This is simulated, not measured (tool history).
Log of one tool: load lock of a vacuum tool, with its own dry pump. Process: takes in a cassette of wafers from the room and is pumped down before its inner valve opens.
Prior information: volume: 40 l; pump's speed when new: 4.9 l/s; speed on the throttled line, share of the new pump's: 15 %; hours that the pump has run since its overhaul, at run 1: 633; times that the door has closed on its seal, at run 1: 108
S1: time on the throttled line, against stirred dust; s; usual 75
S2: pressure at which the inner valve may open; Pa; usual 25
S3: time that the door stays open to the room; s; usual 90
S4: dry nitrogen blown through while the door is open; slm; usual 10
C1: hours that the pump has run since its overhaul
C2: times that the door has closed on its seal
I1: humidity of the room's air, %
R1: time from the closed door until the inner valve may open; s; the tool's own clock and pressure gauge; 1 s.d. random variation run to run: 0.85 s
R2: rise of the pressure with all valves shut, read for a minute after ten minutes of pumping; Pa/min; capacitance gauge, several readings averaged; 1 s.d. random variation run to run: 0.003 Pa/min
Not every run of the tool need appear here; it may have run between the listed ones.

Run 1, hour 0.0: usual settings; C1 633; C2 108; I1 51.0. Result: R1 134.4 s, R2 0.037 Pa/min.
Run 2, hour 78.1: usual settings but S3 47 s; C1 711; C2 254; I1 46.3. Result: R1 135.5 s, R2 0.023 Pa/min.
Run 3, hour 167.7: usual settings but S3 60 s; C1 801; C2 421; I1 43.8. Result: R1 134.0 s, R2 0.028 Pa/min.
Run 4, hour 299.3: usual settings; C1 932; C2 666; I1 43.6. Result: R1 134.3 s, R2 0.030 Pa/min.
Run 5, hour 423.6: usual settings; C1 1056; C2 898; I1 45.9. Result: R1 134.3 s, R2 0.031 Pa/min.
Run 6, hour 508.3: usual settings; C1 1141; C2 1056; I1 42.3. Result: R1 134.9 s, R2 0.030 Pa/min.
Run 7, hour 577.5: usual settings; C1 1210; C2 1185; I1 44.1. Result: R1 134.1 s, R2 0.036 Pa/min.
Run 8, hour 695.1: usual settings but S3 51 s, S4 11 slm; C1 1328; C2 1404; I1 43.3. Result: R1 134.8 s, R2 0.028 Pa/min.

Estimate the outcome of run 9 from the log above:
Run 9, hour 775.2: usual settings but S1 50 s, S3 132 s, S4 6 slm; C1 1408; C2 1554; I1 45.1. Result: R1 ?, R2 ?.

R1: 115.5 s
R2: 0.047 Pa/min
With no hidden state in the tool, this same run would have given R1 112.5 s, R2 0.040 Pa/min.

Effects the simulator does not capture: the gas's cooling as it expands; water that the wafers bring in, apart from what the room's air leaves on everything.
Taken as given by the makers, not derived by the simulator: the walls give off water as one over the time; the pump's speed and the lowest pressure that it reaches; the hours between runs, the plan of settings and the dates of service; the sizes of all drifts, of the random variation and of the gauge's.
